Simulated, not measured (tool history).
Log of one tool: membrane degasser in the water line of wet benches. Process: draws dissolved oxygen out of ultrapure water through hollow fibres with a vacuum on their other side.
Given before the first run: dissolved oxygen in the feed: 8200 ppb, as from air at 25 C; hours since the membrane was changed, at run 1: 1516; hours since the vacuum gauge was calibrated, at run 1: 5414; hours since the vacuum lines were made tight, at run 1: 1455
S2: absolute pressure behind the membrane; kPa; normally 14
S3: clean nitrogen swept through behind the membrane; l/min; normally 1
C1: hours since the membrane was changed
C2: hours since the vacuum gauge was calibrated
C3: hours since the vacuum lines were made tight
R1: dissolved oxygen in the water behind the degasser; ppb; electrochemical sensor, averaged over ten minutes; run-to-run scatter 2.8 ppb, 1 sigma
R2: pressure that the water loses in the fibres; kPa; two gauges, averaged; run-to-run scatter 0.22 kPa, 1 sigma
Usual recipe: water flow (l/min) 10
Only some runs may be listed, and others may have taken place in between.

{"run": 1, "hour": 0.0, "water flow (l/min)": 10, "S2": 14, "S3": 1, "C1": 1516, "C2": 5414, "C3": 1455, "R1": 366.2, "R2": 53.73}
{"run": 2, "hour": 28.3, "water flow (l/min)": 10, "S2": 14.3, "S3": 1, "C1": 1544, "C2": 5443, "C3": 1483, "R1": 371.5, "R2": 53.38}
{"run": 3, "hour": 62.5, "water flow (l/min)": 10, "S2": 10.4, "S3": 1, "C1": 1578, "C2": 5477, "C3": 1517, "R1": 284.3, "R2": 53.86}
{"run": 4, "hour": 96.3, "water flow (l/min)": 10, "S2": 9.1, "S3": 1, "C1": 1612, "C2": 5511, "C3": 1551, "R1": 253.5, "R2": 53.68}
{"run": 5, "hour": 137.1, "water flow (l/min)": 10, "S2": 14, "S3": 1, "C1": 1653, "C2": 5551, "C3": 1592, "R1": 367.8, "R2": 53.3}
{"run": 6, "hour": 167.6, "water flow (l/min)": 10, "S2": 14, "S3": 1, "C1": 1683, "C2": 5582, "C3": 1622, "R1": 358.4, "R2": 53.77}
{"run": 7, "hour": 226.8, "water flow (l/min)": 10, "S2": 14, "S3": 1, "C1": 1743, "C2": 5641, "C3": 1682, "R1": 367.1, "R2": 53.57}
{"run": 8, "hour": 282.9, "water flow (l/min)": 10, "S2": 22.5, "S3": 1, "C1": 1799, "C2": 5697, "C3": 1738, "R1": 547.8, "R2": 53.69}
{"run": 9, "hour": 329.2, "water flow (l/min)": 10, "S2": 22.5, "S3": 1, "C1": 1845, "C2": 5743, "C3": 1784, "R1": 548.8, "R2": 53.43}
{"run": 10, "hour": 369.8, "water flow (l/min)": 13, "S2": 33.9, "S3": 0.74, "C1": 1886, "C2": 5784, "C3": 1825, "R1": 1208.7, "R2": 69.48}
{"run": 11, "hour": 423.0, "water flow (l/min)": 13, "S2": 33.9, "S3": 0.74, "C1": 1939, "C2": 5837, "C3": 1878, "R1": 1223.2, "R2": 69.2}
{"hour": 426.7, "done": "vacuum gauge calibrated"}
{"run": 12, "hour": 470.4, "water flow (l/min)": 16, "S2": 17.6, "S3": 0.55, "C1": 1986, "C2": 44, "C3": 1925, "R1": 1015.3, "R2": 85.85}
{"run": 13, "hour": 498.3, "water flow (l/min)": 13, "S2": 11.3, "S3": 0.85, "C1": 2014, "C2": 72, "C3": 1953, "R1": 446.9, "R2": 69.74}
{"run": 14, "hour": 549.4, "water flow (l/min)": 7, "S2": 10.2, "S3": 1, "C1": 2065, "C2": 123, "C3": 2004, "R1": 196.9, "R2": 37.52}
{"run": 15, "hour": 590.0, "water flow (l/min)": 8, "S2": 10.2, "S3": 1, "C1": 2105, "C2": 163, "C3": 2044, "R1": 228.6, "R2": 42.83}

What if the next run were any one of these 4? Each begins from the tool's condition after run 15:
{"run": "A", "hour": 618.8, "water flow (l/min)": 10, "S2": 29.4, "S3": 1, "C1": 2134, "C2": 192, "C3": 2073, "R1": "?", "R2": "?"}
{"run": "B", "hour": 618.8, "water flow (l/min)": 10, "S2": 24.2, "S3": 1.43, "C1": 2134, "C2": 192, "C3": 2073, "R1": "?", "R2": "?"}
{"run": "C", "hour": 618.8, "water flow (l/min)": 9, "S2": 10.2, "S3": 0.64, "C1": 2134, "C2": 192, "C3": 2073, "R1": "?", "R2": "?"}
{"run": "D", "hour": 618.8, "water flow (l/min)": 15, "S2": 25.2, "S3": 0.9, "C1": 2134, "C2": 192, "C3": 2073, "R1": "?", "R2": "?"}

run=A R1=697.7 R2=53.74
run=B R1=459.2 R2=53.88
run=C R1=333.3 R2=48.44
run=D R1=948.9 R2=80.12
Stripped of hidden state, with their random variation kept, the same runs would have yielded:
run=A R1=662.6 R2=52.79
run=B R1=431.5 R2=52.92
run=C R1=296.4 R2=47.58
run=D R1=904.4 R2=78.7

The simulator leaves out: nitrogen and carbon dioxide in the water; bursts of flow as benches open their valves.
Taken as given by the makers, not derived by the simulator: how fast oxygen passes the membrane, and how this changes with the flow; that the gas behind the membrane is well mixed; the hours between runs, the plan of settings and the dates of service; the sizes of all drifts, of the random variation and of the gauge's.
